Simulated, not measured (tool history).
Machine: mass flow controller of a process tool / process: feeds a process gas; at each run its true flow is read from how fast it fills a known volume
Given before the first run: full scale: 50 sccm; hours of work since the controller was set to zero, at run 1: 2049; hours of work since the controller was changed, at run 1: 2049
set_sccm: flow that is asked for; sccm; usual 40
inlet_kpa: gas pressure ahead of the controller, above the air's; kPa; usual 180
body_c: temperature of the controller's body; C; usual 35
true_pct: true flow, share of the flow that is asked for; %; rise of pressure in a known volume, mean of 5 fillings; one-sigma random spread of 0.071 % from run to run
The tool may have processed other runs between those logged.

run      day  set_sccm  inlet_kpa  body_c  hours of work since the controller was set to zero  hours of work since the controller was changed  true_pct
  1        0        40        180      35                                                2049                                            2049    101.11
  2   12.992        12        180      35                                                2294                                            2294    101.06
  3   31.688        12        180      35                                                2646                                            2646    101.27
  4   53.217        12        180      35                                                3051                                            3051    101.53
  5   70.329        40        180      20                                                3373                                            3373    100.66
  6   90.962        40        180      20                                                3761                                            3761    100.74
  7  113.538        40        180      20                                                4186                                            4186    100.83
  8  128.008        40        180      20                                                4458                                            4458    101.02
  9  140.217        40        180      20                                                4688                                            4688    101.01
 10  153.654        40        180      35                                                4941                                            4941    102.11
 11  171.279        40        180      35                                                5273                                            5273    102.15
 12  189.396        40        180      35                                                5614                                            5614    102.16
 13  206.862        40        180      30                                                5942                                            5942    102.03
 14  222.533        40        180      30                                                6237                                            6237    102.26
     232.896  -- controller's zero set anew
 15  236.383        40        180      35                                                  66                                            6497    101.78
 16  253.483        23        180      27                                                 387                                            6819    101.03
 17  267.983        40        180      38                                                 660                                            7092    102.12
 18  278.058        48        191      26                                                 850                                            7282    101.69

What will run 19 give?
 19  293.921        40        180      35                                                1148                                            7580         ?

true_pct: 102.11 %
Without the tool's hidden state the same run would have given true_pct 100.41 %.
